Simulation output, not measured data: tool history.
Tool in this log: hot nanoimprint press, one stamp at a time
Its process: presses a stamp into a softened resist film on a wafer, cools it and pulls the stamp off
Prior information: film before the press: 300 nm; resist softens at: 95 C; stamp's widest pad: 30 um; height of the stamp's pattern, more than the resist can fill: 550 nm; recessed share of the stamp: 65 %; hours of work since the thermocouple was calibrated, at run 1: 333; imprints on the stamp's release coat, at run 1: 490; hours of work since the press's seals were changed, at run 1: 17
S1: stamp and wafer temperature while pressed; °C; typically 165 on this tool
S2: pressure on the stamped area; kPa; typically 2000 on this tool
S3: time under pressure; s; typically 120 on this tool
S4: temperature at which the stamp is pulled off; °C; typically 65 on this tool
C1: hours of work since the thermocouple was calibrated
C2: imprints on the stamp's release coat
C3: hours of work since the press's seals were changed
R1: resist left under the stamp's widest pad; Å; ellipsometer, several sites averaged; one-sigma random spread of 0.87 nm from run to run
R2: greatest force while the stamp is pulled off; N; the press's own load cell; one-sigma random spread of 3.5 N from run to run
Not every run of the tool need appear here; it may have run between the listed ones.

run 1 hour=0.0 | S1=165 S2=2000 S3=120 S4=65 | C1=333 C2=490 C3=17 | R1=1266 R2=184
run 2 hour=17.2 | S1=165 S2=2000 S3=120 S4=68 | C1=343 C2=537 C3=26 | R1=1262 R2=177
-- hour=30.6 plate thermocouple calibrated
run 3 hour=30.6 | S1=165 S2=2000 S3=120 S4=68 | C1=0 C2=565 C3=32 | R1=1171 R2=167
run 4 hour=39.7 | S1=165 S2=2000 S3=236 S4=65 | C1=5 C2=590 C3=37 | R1=885 R2=182
run 5 hour=49.4 | S1=165 S2=2000 S3=236 S4=65 | C1=10 C2=616 C3=42 | R1=883 R2=185
run 6 hour=65.9 | S1=165 S2=2000 S3=120 S4=72 | C1=20 C2=661 C3=52 | R1=1163 R2=154
run 7 hour=80.9 | S1=165 S2=2000 S3=120 S4=65 | C1=28 C2=702 C3=60 | R1=1175 R2=197
run 8 hour=101.4 | S1=165 S2=2000 S3=120 S4=55 | C1=39 C2=758 C3=71 | R1=1179 R2=235
run 9 hour=117.4 | S1=165 S2=2000 S3=120 S4=55 | C1=48 C2=802 C3=80 | R1=1168 R2=238
run 10 hour=138.4 | S1=165 S2=2000 S3=120 S4=55 | C1=60 C2=859 C3=92 | R1=1186 R2=246
run 11 hour=156.2 | S1=165 S2=2000 S3=120 S4=55 | C1=70 C2=908 C3=102 | R1=1180 R2=242
run 12 hour=176.7 | S1=165 S2=2000 S3=120 S4=55 | C1=81 C2=963 C3=113 | R1=1202 R2=250
run 13 hour=188.7 | S1=165 S2=2000 S3=235 S4=65 | C1=88 C2=996 C3=120 | R1=910 R2=190
run 14 hour=211.1 | S1=165 S2=2000 S3=61 S4=50 | C1=100 C2=1057 C3=132 | R1=1544 R2=280
run 15 hour=225.9 | S1=165 S2=2000 S3=171 S4=62 | C1=109 C2=1097 C3=140 | R1=1046 R2=214
run 16 hour=243.0 | S1=173 S2=2700 S3=159 S4=67 | C1=118 C2=1144 C3=150 | R1=646 R2=188
run 17 hour=259.6 | S1=173 S2=2700 S3=159 S4=67 | C1=127 C2=1189 C3=159 | R1=638 R2=192
run 18 hour=277.4 | S1=170 S2=1420 S3=120 S4=65 | C1=137 C2=1238 C3=169 | R1=1142 R2=198
run 19 hour=286.6 | S1=165 S2=2930 S3=213 S4=62 | C1=142 C2=1263 C3=174 | R1=782 R2=214
run 20 hour=304.3 | S1=165 S2=2930 S3=213 S4=62 | C1=152 C2=1311 C3=184 | R1=791 R2=216
run 21 hour=318.7 | S1=165 S2=2000 S3=93 S4=70 | C1=160 C2=1350 C3=192 | R1=1365 R2=177
-- hour=340.0 stamp cleaned and given a new release coat
run 22 hour=340.0 | S1=165 S2=2000 S3=93 S4=63 | C1=169 C2=0 C3=201 | R1=1341 R2=179
run 23 hour=351.8 | S1=165 S2=2000 S3=93 S4=63 | C1=175 C2=32 C3=207 | R1=1347 R2=184
run 24 hour=370.9 | S1=167 S2=2220 S3=209 S4=65 | C1=186 C2=84 C3=218 | R1=842 R2=175
run 25 hour=392.3 | S1=167 S2=2220 S3=209 S4=65 | C1=198 C2=143 C3=230 | R1=845 R2=167

Predict each of these 5 candidate next runs independently; none follows another, all start after run 25:
run A hour=404.3 | S1=163 S2=2140 S3=240 S4=65 | C1=204 C2=175 C3=236 | R1=? R2=?
run B hour=404.3 | S1=167 S2=2960 S3=209 S4=65 | C1=204 C2=175 C3=236 | R1=? R2=?
run C hour=404.3 | S1=167 S2=2370 S3=225 S4=61 | C1=204 C2=175 C3=236 | R1=? R2=?
run D hour=404.3 | S1=168 S2=2220 S3=192 S4=65 | C1=204 C2=175 C3=236 | R1=? R2=?
run E hour=404.3 | S1=165 S2=2000 S3=238 S4=65 | C1=204 C2=175 C3=236 | R1=? R2=?

run=A R1=969 R2=173
run=B R1=738 R2=175
run=C R1=786 R2=193
run=D R1=831 R2=176
run=E R1=912 R2=179
Stripped of hidden state, with their random variation kept, the same runs would have yielded:
run=A R1=943 R2=167
run=B R1=716 R2=169
run=C R1=765 R2=187
run=D R1=810 R2=170
run=E R1=889 R2=172
